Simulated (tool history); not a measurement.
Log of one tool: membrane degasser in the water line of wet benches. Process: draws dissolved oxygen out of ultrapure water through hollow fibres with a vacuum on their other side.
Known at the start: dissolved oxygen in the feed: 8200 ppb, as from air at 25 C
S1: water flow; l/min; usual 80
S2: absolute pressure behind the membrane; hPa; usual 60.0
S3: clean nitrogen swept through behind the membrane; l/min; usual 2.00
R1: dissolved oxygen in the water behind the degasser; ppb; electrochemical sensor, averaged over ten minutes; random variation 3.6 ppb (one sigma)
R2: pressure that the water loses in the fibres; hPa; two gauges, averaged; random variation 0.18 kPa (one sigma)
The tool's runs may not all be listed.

| run | hour | S1 | S2 | S3 | R1 | R2 |
|---|---|---|---|---|---|---|
| 1 | 0.0 | 80 | 60.0 | 2.00 | 371.3 | 347.7 |
| 2 | 58.7 | 80 | 60.0 | 2.00 | 372.4 | 350.5 |
| 3 | 90.9 | 80 | 60.0 | 2.00 | 362.7 | 346.8 |
| 4 | 138.7 | 80 | 60.0 | 2.00 | 370.3 | 348.7 |
| 5 | 164.9 | 80 | 60.0 | 2.00 | 375.6 | 346.6 |
| 6 | 206.2 | 80 | 60.0 | 1.83 | 388.6 | 347.4 |
| 7 | 266.2 | 80 | 60.0 | 1.83 | 389.5 | 347.1 |
| 8 | 302.1 | 74 | 60.0 | 2.00 | 335.8 | 322.6 |
| 9 | 348.6 | 93 | 60.0 | 2.00 | 435.3 | 406.7 |
| 10 | 396.3 | 93 | 60.0 | 2.00 | 433.9 | 404.1 |
| 11 | 436.9 | 80 | 60.0 | 2.00 | 365.4 | 349.1 |
| 12 | 488.5 | 80 | 83.7 | 2.00 | 552.8 | 347.7 |
| 13 | 525.9 | 80 | 60.0 | 2.00 | 368.4 | 346.3 |
| 14 | 563.9 | 80 | 60.0 | 2.00 | 373.4 | 350.0 |
| 15 | 591.3 | 80 | 60.0 | 2.00 | 378.6 | 348.1 |
| 16 | 642.4 | 80 | 60.0 | 2.00 | 380.5 | 348.0 |
| 17 | 677.2 | 83 | 60.0 | 3.30 | 309.0 | 360.8 |
| 18 | 714.3 | 57 | 40.8 | 1.83 | 158.3 | 250.3 |
| 19 | 756.1 | 80 | 48.2 | 3.28 | 242.8 | 351.1 |
| 20 | 804.1 | 54 | 60.0 | 3.46 | 187.9 | 238.5 |
| 21 | 830.1 | 80 | 60.0 | 3.19 | 305.0 | 350.0 |
| 22 | 883.2 | 76 | 60.0 | 4.07 | 265.0 | 330.0 |
| 23 | 940.9 | 82 | 60.0 | 1.09 | 506.7 | 355.6 |
| 24 | 986.5 | 74 | 42.2 | 2.00 | 227.0 | 321.7 |
| 25 | 1032.0 | 67 | 38.8 | 2.00 | 176.7 | 293.3 |
| 26 | 1090.5 | 67 | 87.1 | 2.00 | 495.1 | 295.1 |
| 27 | 1137.0 | 58 | 87.1 | 1.82 | 456.1 | 254.7 |
| 28 | 1181.7 | 58 | 64.5 | 1.15 | 404.7 | 253.4 |
| 29 | 1234.8 | 96 | 91.7 | 1.74 | 767.6 | 421.2 |
| 30 | 1275.3 | 126 | 100.6 | 2.11 | 943.1 | 553.0 |
| 31 | 1321.1 | 106 | 100.6 | 1.78 | 887.4 | 464.7 |
| 32 | 1381.2 | 80 | 122.7 | 3.73 | 564.2 | 352.6 |

Hidden state or all else? Some run-to-run changes of R1, split into what the settings, what came in and random variation would give without the hidden state, and what is left for the hidden state (with any gauge scatter that isn't in both results):
The hidden state here: membrane still open, %; true pressure behind the membrane over the reading, kPa; air that leaks in behind the membrane, l/min; drift of the gauge itself on oxygen_ppb, %; drift of the gauge itself on loss_of_pressure_kpa, %.
Run 22 -> 23: S1 76 -> 82, S3 4.07 -> 1.09. R1 +241.7 ppb: hidden state +11.2, all else +230.5.
Run 23 -> 24: S1 82 -> 74, S2 60.0 -> 42.2, S3 1.09 -> 2.00. R1 -279.7 ppb: hidden state -5.7, all else -274.0.
Run 25 -> 26: S2 38.8 -> 87.1. R1 +318.4 ppb: hidden state -0.3, all else +318.7.
Run 28 -> 29: S1 58 -> 96, S2 64.5 -> 91.7, S3 1.15 -> 1.74. R1 +362.9 ppb: hidden state +3.7, all else +359.2.
Run 31 -> 32: S1 106 -> 80, S2 100.6 -> 122.7, S3 1.78 -> 3.73. R1 -323.2 ppb: hidden state -8.1, all else -315.1.
